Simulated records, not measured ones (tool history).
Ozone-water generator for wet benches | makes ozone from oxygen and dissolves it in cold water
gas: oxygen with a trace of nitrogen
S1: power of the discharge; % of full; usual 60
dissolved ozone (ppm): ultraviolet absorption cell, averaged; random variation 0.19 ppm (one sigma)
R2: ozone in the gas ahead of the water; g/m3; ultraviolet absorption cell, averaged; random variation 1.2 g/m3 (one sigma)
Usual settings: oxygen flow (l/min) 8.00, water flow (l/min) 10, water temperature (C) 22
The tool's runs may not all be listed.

run 1 hour=0.0 | S1=60 oxygen_flow_(l/min)=8.00 water_flow_(l/min)=10 water_temperature_(C)=22 | dissolved_ozone_(ppm)=26.0 R2=221.5
run 2 hour=76.1 | S1=60 oxygen_flow_(l/min)=8.00 water_flow_(l/min)=10 water_temperature_(C)=22 | dissolved_ozone_(ppm)=25.7 R2=220.5
run 3 hour=121.7 | S1=60 oxygen_flow_(l/min)=8.00 water_flow_(l/min)=10 water_temperature_(C)=22 | dissolved_ozone_(ppm)=25.7 R2=219.8
run 4 hour=181.3 | S1=60 oxygen_flow_(l/min)=8.00 water_flow_(l/min)=10 water_temperature_(C)=22 | dissolved_ozone_(ppm)=25.5 R2=221.4
run 5 hour=223.4 | S1=60 oxygen_flow_(l/min)=8.00 water_flow_(l/min)=10 water_temperature_(C)=22 | dissolved_ozone_(ppm)=25.5 R2=219.0
run 6 hour=275.6 | S1=60 oxygen_flow_(l/min)=8.00 water_flow_(l/min)=10 water_temperature_(C)=22 | dissolved_ozone_(ppm)=25.6 R2=220.1
run 7 hour=353.6 | S1=60 oxygen_flow_(l/min)=8.00 water_flow_(l/min)=10 water_temperature_(C)=22 | dissolved_ozone_(ppm)=25.5 R2=220.3
run 8 hour=426.5 | S1=60 oxygen_flow_(l/min)=8.00 water_flow_(l/min)=10 water_temperature_(C)=22 | dissolved_ozone_(ppm)=25.6 R2=218.6
run 9 hour=463.2 | S1=60 oxygen_flow_(l/min)=8.00 water_flow_(l/min)=7 water_temperature_(C)=22 | dissolved_ozone_(ppm)=30.7 R2=219.0
run 10 hour=523.7 | S1=60 oxygen_flow_(l/min)=8.00 water_flow_(l/min)=11 water_temperature_(C)=22 | dissolved_ozone_(ppm)=24.5 R2=219.9
run 11 hour=611.6 | S1=60 oxygen_flow_(l/min)=8.00 water_flow_(l/min)=11 water_temperature_(C)=22 | dissolved_ozone_(ppm)=24.2 R2=216.9
run 12 hour=665.8 | S1=60 oxygen_flow_(l/min)=8.00 water_flow_(l/min)=11 water_temperature_(C)=22 | dissolved_ozone_(ppm)=24.0 R2=215.5
-- hour=671.5 water thermometer calibrated
run 13 hour=711.7 | S1=53 oxygen_flow_(l/min)=8.00 water_flow_(l/min)=10 water_temperature_(C)=22 | dissolved_ozone_(ppm)=23.4 R2=199.6
run 14 hour=757.5 | S1=53 oxygen_flow_(l/min)=8.00 water_flow_(l/min)=10 water_temperature_(C)=22 | dissolved_ozone_(ppm)=23.0 R2=198.5
-- hour=806.6 water thermometer calibrated, once more
run 15 hour=809.3 | S1=53 oxygen_flow_(l/min)=8.00 water_flow_(l/min)=10 water_temperature_(C)=22 | dissolved_ozone_(ppm)=22.9 R2=195.4
run 16 hour=891.6 | S1=53 oxygen_flow_(l/min)=8.00 water_flow_(l/min)=10 water_temperature_(C)=22 | dissolved_ozone_(ppm)=22.9 R2=200.1
run 17 hour=979.0 | S1=53 oxygen_flow_(l/min)=5.23 water_flow_(l/min)=10 water_temperature_(C)=14 | dissolved_ozone_(ppm)=29.6 R2=243.8
run 18 hour=1016.4 | S1=60 oxygen_flow_(l/min)=4.16 water_flow_(l/min)=14 water_temperature_(C)=28 | dissolved_ozone_(ppm)=19.6 R2=303.8
run 19 hour=1057.5 | S1=60 oxygen_flow_(l/min)=8.62 water_flow_(l/min)=14 water_temperature_(C)=28 | dissolved_ozone_(ppm)=17.4 R2=209.2
run 20 hour=1137.0 | S1=74 oxygen_flow_(l/min)=7.21 water_flow_(l/min)=7 water_temperature_(C)=17 | dissolved_ozone_(ppm)=41.5 R2=265.7
run 21 hour=1189.6 | S1=60 oxygen_flow_(l/min)=6.76 water_flow_(l/min)=10 water_temperature_(C)=22 | dissolved_ozone_(ppm)=26.1 R2=234.7
run 22 hour=1252.6 | S1=60 oxygen_flow_(l/min)=6.76 water_flow_(l/min)=10 water_temperature_(C)=22 | dissolved_ozone_(ppm)=26.0 R2=234.3
run 23 hour=1325.8 | S1=60 oxygen_flow_(l/min)=8.00 water_flow_(l/min)=7 water_temperature_(C)=22 | dissolved_ozone_(ppm)=30.5 R2=214.8
run 24 hour=1369.2 | S1=60 oxygen_flow_(l/min)=8.00 water_flow_(l/min)=7 water_temperature_(C)=22 | dissolved_ozone_(ppm)=30.2 R2=215.5
run 25 hour=1447.2 | S1=93 oxygen_flow_(l/min)=4.26 water_flow_(l/min)=10 water_temperature_(C)=22 | dissolved_ozone_(ppm)=38.9 R2=407.2
run 26 hour=1508.1 | S1=98 oxygen_flow_(l/min)=4.18 water_flow_(l/min)=10 water_temperature_(C)=22 | dissolved_ozone_(ppm)=39.3 R2=429.4
run 27 hour=1570.8 | S1=43 oxygen_flow_(l/min)=10.79 water_flow_(l/min)=14 water_temperature_(C)=16 | dissolved_ozone_(ppm)=16.9 R2=144.4
run 28 hour=1656.4 | S1=43 oxygen_flow_(l/min)=10.79 water_flow_(l/min)=14 water_temperature_(C)=16 | dissolved_ozone_(ppm)=17.0 R2=145.4
run 29 hour=1725.8 | S1=74 oxygen_flow_(l/min)=4.67 water_flow_(l/min)=10 water_temperature_(C)=19 | dissolved_ozone_(ppm)=33.7 R2=326.7
run 30 hour=1786.9 | S1=43 oxygen_flow_(l/min)=8.00 water_flow_(l/min)=10 water_temperature_(C)=22 | dissolved_ozone_(ppm)=19.3 R2=167.4
run 31 hour=1874.4 | S1=43 oxygen_flow_(l/min)=7.70 water_flow_(l/min)=11 water_temperature_(C)=22 | dissolved_ozone_(ppm)=18.5 R2=170.4
run 32 hour=1909.9 | S1=85 oxygen_flow_(l/min)=8.00 water_flow_(l/min)=15 water_temperature_(C)=22 | dissolved_ozone_(ppm)=23.9 R2=275.2

Forecast each of these 3 alternatives for the next run:
run A hour=1957.0 | S1=85 oxygen_flow_(l/min)=10.33 water_flow_(l/min)=9 water_temperature_(C)=15 | dissolved_ozone_(ppm)=? R2=?
run B hour=1957.0 | S1=60 oxygen_flow_(l/min)=7.16 water_flow_(l/min)=10 water_temperature_(C)=22 | dissolved_ozone_(ppm)=? R2=?
run C hour=1957.0 | S1=43 oxygen_flow_(l/min)=4.48 water_flow_(l/min)=10 water_temperature_(C)=22 | dissolved_ozone_(ppm)=? R2=?

run=A dissolved_ozone_(ppm)=36.9 R2=239.6
run=B dissolved_ozone_(ppm)=25.6 R2=224.2
run=C dissolved_ozone_(ppm)=21.8 R2=225.8
Without the tool's hidden state the same runs would have given:
run=A dissolved_ozone_(ppm)=40.5 R2=260.7
run=B dissolved_ozone_(ppm)=27.6 R2=239.3
run=C dissolved_ozone_(ppm)=23.1 R2=236.6

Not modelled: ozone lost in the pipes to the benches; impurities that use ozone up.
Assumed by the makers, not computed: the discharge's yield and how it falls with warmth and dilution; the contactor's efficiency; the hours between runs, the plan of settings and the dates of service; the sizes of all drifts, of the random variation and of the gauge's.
